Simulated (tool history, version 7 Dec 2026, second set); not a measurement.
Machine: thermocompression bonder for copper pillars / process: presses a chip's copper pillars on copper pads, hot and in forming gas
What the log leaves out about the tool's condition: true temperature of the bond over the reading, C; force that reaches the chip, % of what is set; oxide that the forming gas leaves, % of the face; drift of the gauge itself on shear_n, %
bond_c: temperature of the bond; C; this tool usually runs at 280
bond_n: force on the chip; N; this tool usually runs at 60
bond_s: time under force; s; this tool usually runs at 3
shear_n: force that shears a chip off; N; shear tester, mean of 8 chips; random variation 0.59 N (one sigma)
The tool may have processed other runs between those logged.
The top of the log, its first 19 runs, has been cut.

run	hour	bond_c	bond_n	bond_s	hours of work since the heater was calibrated	hours of work since the force cell was calibrated	hours of work since the gas filter was changed	shear_n
20	247.6	269	60	2	272	257	54	54.4
21	261.1	271	60	3	280	265	62	64.1
22	279.6	290	71	3	291	275	73	86.2
23	289.2	280	54	5	297	281	79	77.2
24	304.2	280	54	5	306	290	88	77
25	316.1	280	54	8	313	297	95	87.4
26	326.5	254	44	2	319	303	101	32.3
27	334.6	254	44	2	324	308	106	32.7
# hour 347.7: forming gas filter changed
28	354.1	280	83	4	335	319	4	96.3
29	367.7	280	83	4	343	327	12	95.9
30	384.7	280	83	4	353	337	22	95.8
31	403.6	262	59	4	364	348	33	62.6
32	420.4	256	45	4	374	358	43	45.4
33	429.1	256	45	4	379	363	48	46.3
34	438.7	309	53	6	385	369	54	99.3
35	446.9	308	53	2	390	374	59	72.3
36	460.4	308	53	2	398	382	67	74.1
37	472	278	48	3	405	389	73	57.7
38	487.2	286	48	3	414	398	82	62.2
39	504.9	306	62	5	424	408	93	102.1

Consider 5 possible next runs. They are alternatives, not a sequence: every one starts from the tool as it was left by run 39. What does each give?
A	519.1	273	44	2	433	417	101	?
B	519.1	280	40	4	433	417	101	?
C	519.1	288	64	3	433	417	101	?
D	519.1	261	58	3	433	417	101	?
E	519.1	280	84	3	433	417	101	?

run	shear_n
A	43
B	55.4
C	79.6
D	55.7
E	88.5
Had the tool no hidden state, the same runs would have come out as:
run	shear_n
A	43.1
B	55.5
C	79.7
D	55.7
E	88.7
